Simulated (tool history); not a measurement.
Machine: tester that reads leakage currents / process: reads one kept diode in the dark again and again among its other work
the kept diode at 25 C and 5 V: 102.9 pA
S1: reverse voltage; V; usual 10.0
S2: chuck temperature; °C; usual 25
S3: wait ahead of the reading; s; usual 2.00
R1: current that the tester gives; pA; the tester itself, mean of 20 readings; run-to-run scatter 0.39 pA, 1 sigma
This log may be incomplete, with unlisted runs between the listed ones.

run 1 day=0.000 | S1=10.0 S2=25 S3=2.00 | R1=129.92
run 2 day=1.033 | S1=10.0 S2=25 S3=2.00 | R1=129.49
run 3 day=2.679 | S1=10.0 S2=25 S3=2.00 | R1=131.39
run 4 day=3.583 | S1=9.4 S2=25 S3=2.00 | R1=128.09
run 5 day=4.462 | S1=10.0 S2=40 S3=2.00 | R1=399.73
run 6 day=6.133 | S1=10.0 S2=25 S3=2.00 | R1=131.56
run 7 day=7.729 | S1=10.0 S2=25 S3=2.00 | R1=132.12
run 8 day=8.600 | S1=10.0 S2=25 S3=2.00 | R1=131.97
run 9 day=9.967 | S1=10.0 S2=25 S3=2.00 | R1=132.92
run 10 day=11.462 | S1=10.0 S2=25 S3=2.00 | R1=133.83
run 11 day=13.338 | S1=10.0 S2=25 S3=0.46 | R1=137.78
run 12 day=14.346 | S1=10.0 S2=24 S3=2.00 | R1=124.09
run 13 day=15.721 | S1=10.0 S2=24 S3=2.00 | R1=124.16
run 14 day=17.375 | S1=10.0 S2=25 S3=2.00 | R1=134.47
run 15 day=19.062 | S1=10.0 S2=25 S3=2.00 | R1=135.97
run 16 day=20.108 | S1=10.0 S2=25 S3=2.00 | R1=136.23
run 17 day=21.150 | S1=10.0 S2=25 S3=2.00 | R1=136.26
run 18 day=22.888 | S1=10.0 S2=25 S3=2.00 | R1=136.37
run 19 day=23.767 | S1=10.0 S2=25 S3=2.00 | R1=136.75
run 20 day=25.462 | S1=12.2 S2=25 S3=2.00 | R1=147.76
run 21 day=26.458 | S1=12.2 S2=25 S3=2.00 | R1=148.09
run 22 day=27.879 | S1=16.8 S2=20 S3=2.19 | R1=114.32
run 23 day=29.479 | S1=9.7 S2=25 S3=2.00 | R1=137.33
run 24 day=30.496 | S1=9.7 S2=25 S3=2.00 | R1=138.46
run 25 day=32.042 | S1=6.1 S2=25 S3=2.08 | R1=117.49
run 26 day=33.875 | S1=8.9 S2=25 S3=2.00 | R1=134.42
run 27 day=35.104 | S1=14.9 S2=34 S3=0.35 | R1=318.90
run 28 day=36.875 | S1=14.9 S2=34 S3=0.35 | R1=320.81
run 29 day=38.583 | S1=14.9 S2=34 S3=0.35 | R1=322.11
run 30 day=39.817 | S1=1.1 S2=52 S3=2.00 | R1=464.14
run 31 day=41.317 | S1=3.1 S2=22 S3=2.00 | R1=74.90
run 32 day=42.504 | S1=4.0 S2=23 S3=0.90 | R1=89.28
run 33 day=43.662 | S1=5.1 S2=27 S3=2.00 | R1=130.42
run 34 day=45.242 | S1=7.1 S2=23 S3=2.00 | R1=108.95
run 35 day=47.021 | S1=7.1 S2=23 S3=2.00 | R1=109.57

Consider 3 possible next runs. They are alternatives, not a sequence: every one starts from the tool as it was left by run 35. What does each give?
run A day=47.967 | S1=14.3 S2=54 S3=0.32 | R1=?
run B day=47.967 | S1=6.3 S2=23 S3=2.00 | R1=?
run C day=47.967 | S1=2.1 S2=29 S3=2.00 | R1=?

run=A R1=1232.53
run=B R1=104.88
run=C R1=113.78
The same runs, with their run-to-run variation unchanged, on a tool lacking any hidden condition would have given:
run=A R1=1179.33
run=B R1=95.26
run=C R1=107.46

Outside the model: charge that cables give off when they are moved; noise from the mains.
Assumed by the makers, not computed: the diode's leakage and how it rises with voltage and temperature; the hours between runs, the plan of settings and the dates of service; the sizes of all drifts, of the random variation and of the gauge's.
